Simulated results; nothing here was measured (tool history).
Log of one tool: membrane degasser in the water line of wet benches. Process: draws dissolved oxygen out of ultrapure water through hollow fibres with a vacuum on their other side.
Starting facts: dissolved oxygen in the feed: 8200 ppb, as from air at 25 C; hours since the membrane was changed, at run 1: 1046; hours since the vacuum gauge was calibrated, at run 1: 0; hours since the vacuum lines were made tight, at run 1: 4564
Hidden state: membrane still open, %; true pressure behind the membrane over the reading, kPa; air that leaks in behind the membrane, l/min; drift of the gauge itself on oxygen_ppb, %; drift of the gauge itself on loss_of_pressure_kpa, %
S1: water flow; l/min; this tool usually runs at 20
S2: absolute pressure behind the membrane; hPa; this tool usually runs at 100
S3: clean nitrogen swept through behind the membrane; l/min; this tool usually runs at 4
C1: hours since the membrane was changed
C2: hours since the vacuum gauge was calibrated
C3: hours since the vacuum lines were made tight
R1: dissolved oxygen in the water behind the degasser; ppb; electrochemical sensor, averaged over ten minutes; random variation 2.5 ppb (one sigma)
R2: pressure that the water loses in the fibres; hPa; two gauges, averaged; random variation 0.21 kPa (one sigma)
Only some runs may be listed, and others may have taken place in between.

run     day  S1   S2    S3    C1   C2    C3     R1     R2
  1       0  20  100     4  1046    0  4564  244.4  507.2
  2   1.312  20  100     4  1077   32  4595  243.4  509.8
  3   2.767  20   66     4  1112   66  4630  207.8  504.2
  4   4.275  20   73     4  1148  103  4666  211.8  504.5
  5   6.767  20   73     4  1208  162  4726  212.4  505.7
  6   9.175  20   73  6.26  1266  220  4784  197.6  505.1
  7  10.512  20  114  1.66  1298  252  4816  373.7  506.4
  8  12.029  20  114  1.66  1334  289  4852  387.6  502.5
  9  14.246  31   77  6.02  1388  342  4905  330.1  786.5
 10  16.104  31   77  6.02  1432  387  4950  327.1  779.4

Consider 5 possible next runs. They are alternatives, not a sequence: every one starts from the tool as it was left by run 10. What does each give?
  A  18.025  24  109   3.27  1478  433  4996   ?   ?
  B  18.025  22  119   4.86  1478  433  4996   ?   ?
  C  18.025  22  106   4.95  1478  433  4996   ?   ?
  D  18.025  31   77   3.05  1478  433  4996   ?   ?
  E  18.025  24   89  10.72  1478  433  4996   ?   ?

run     R1     R2
  A  335.2  604.6
  B  277.6  553.3
  C  263.3  556.4
  D    371  778.9
  E    236  600.9
The same runs, with their run-to-run variation unchanged, on a tool lacking any hidden condition would have given:
run     R1     R2
  A  335.1  609.3
  B  277.5  557.5
  C  263.2  560.7
  D  370.9  784.8
  E  235.9  605.5
